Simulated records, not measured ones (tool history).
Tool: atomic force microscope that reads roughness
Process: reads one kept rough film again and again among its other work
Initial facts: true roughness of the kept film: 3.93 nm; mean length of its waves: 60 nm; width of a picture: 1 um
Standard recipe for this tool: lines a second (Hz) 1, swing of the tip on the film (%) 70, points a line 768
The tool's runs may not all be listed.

run,hour,lines a second (Hz),swing of the tip on the film (%),points a line,roughness of the kept film (nm (root mean square))
1,0,1,70,768,3.46
# hour 23.4: new tip fitted
2,32,1,70,768,3.664
3,67.9,1,70,768,3.612
4,96.3,3.43,70,768,3.2
5,139.6,3.43,70,576,3.18
6,177.5,3.43,70,576,3.138
7,209.5,3.43,70,576,3.116
8,252.5,3.43,70,576,3.134
9,292.4,3.43,70,576,3.072
# hour 304.1: new tip fitted
10,336.4,1,70,768,3.643
11,376.5,1,70,768,3.615
12,419,1,70,768,3.574
13,450.8,1,70,768,3.573
14,500.7,1,85,768,3.307
15,538.4,1,85,630,3.273
16,577.4,1.62,70,768,3.349
# hour 585: new tip fitted
17,610.5,1.62,70,768,3.513
18,642.5,1.62,69,768,3.52
19,682.9,1.62,61,768,3.588
20,722.8,1.02,70,768,3.55
21,752.5,0.68,70,768,3.584
22,789.8,0.68,70,768,3.592
23,823.7,0.68,70,768,3.555
24,859.8,0.68,70,768,3.524
# hour 866.4: new tip fitted
25,908.4,1,70,454,3.628
26,934.5,1,70,768,3.598
27,986.1,1.24,70,768,3.542
28,1034.4,1.24,70,768,3.518
29,1058.2,1.24,70,768,3.477
30,1084,1,60,330,3.577
31,1106.9,1,60,330,3.535

Run 32 comes next. What will it give?
32,1129.8,0.87,56,1012,?

Run 32 yielded roughness of the kept film (nm (root mean square)) 3.593.
Minus the tool's unlogged condition, the same run would have read roughness of the kept film (nm (root mean square)) 3.761.

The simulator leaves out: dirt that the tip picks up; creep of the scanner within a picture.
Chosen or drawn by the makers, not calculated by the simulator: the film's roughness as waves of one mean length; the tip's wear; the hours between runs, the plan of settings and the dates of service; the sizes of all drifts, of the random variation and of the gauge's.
